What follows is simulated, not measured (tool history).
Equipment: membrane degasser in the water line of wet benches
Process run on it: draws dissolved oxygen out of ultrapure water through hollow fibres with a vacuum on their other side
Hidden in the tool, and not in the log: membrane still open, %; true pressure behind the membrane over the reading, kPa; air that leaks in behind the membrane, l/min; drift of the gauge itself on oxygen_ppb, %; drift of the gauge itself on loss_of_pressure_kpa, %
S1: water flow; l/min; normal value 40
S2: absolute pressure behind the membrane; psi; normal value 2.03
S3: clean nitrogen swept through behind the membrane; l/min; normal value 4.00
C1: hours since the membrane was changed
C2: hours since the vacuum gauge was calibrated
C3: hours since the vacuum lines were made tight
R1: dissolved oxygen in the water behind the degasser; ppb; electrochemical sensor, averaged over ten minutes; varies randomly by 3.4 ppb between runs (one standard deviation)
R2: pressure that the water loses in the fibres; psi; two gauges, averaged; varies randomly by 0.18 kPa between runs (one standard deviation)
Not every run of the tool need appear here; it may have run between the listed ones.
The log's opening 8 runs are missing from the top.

run,hour,S1,S2,S3,C1,C2,C3,R1,R2
9,1411.6,40,1.94,4.00,8270,3196,1214,316.2,4.679
10,1601.0,40,1.94,4.00,8460,3386,1403,312.1,4.669
11,1699.5,40,1.94,4.00,8558,3484,1501,322.8,4.679
12,1925.7,40,1.94,4.00,8785,3710,1728,325.7,4.637
13,2093.3,43,2.03,4.00,8952,3878,1895,360.8,5.020
14,2291.0,43,2.03,4.00,9150,4076,2093,364.8,4.973
15,2414.1,43,2.03,4.00,9273,4199,2216,364.4,4.970
16,2579.9,43,4.99,4.00,9439,4364,2382,806.9,4.962
17,2732.6,34,4.99,4.00,9592,4517,2535,655.8,3.906
18,2875.5,34,4.99,4.00,9734,4660,2677,640.7,3.904
19,2999.6,25,4.99,2.59,9859,4784,2802,691.1,2.880
20,3144.5,25,4.99,2.59,10003,4929,2946,697.2,2.889
21,3367.9,57,4.54,6.86,10227,5152,3170,653.9,6.567
22,3509.3,52,2.03,4.00,10368,5294,3311,430.2,5.948
23,3670.6,29,3.38,4.00,10530,5455,3473,390.1,3.320
24,3907.1,56,4.08,1.67,10766,5692,3709,1556.7,6.419
# hour 4119.6: membrane cartridge changed
25,4119.6,51,3.84,3.26,0,5900,3918,842.9,5.770
26,4280.5,51,3.84,6.67,161,6061,4078,518.5,5.854
27,4471.4,40,3.32,4.00,352,6252,4269,519.1,4.617
28,4604.4,40,1.61,4.00,485,6385,4402,271.0,4.506
29,4706.6,40,2.02,7.90,587,6487,4505,218.6,4.563
30,4907.8,27,4.12,7.90,788,6688,4706,260.5,3.102
31,5098.3,40,2.03,4.13,979,6879,4896,327.2,4.573
32,5263.2,40,2.03,4.13,1144,7044,5061,332.0,4.570

Below are 3 alternative next runs, each starting from the tool's condition after run 32. Predict each:
A,5469.5,40,2.03,9.79,1350,7250,5267,?,?
B,5469.5,38,2.31,3.19,1350,7250,5267,?,?
C,5469.5,40,2.48,2.03,1350,7250,5267,?,?

run,R1,R2
A,196.1,4.586
B,426.6,4.263
C,655.1,4.553
With the hidden condition removed and each run's random variation left untouched, the same runs would have given:
run,R1,R2
A,196.0,4.706
B,426.2,4.376
C,654.8,4.672
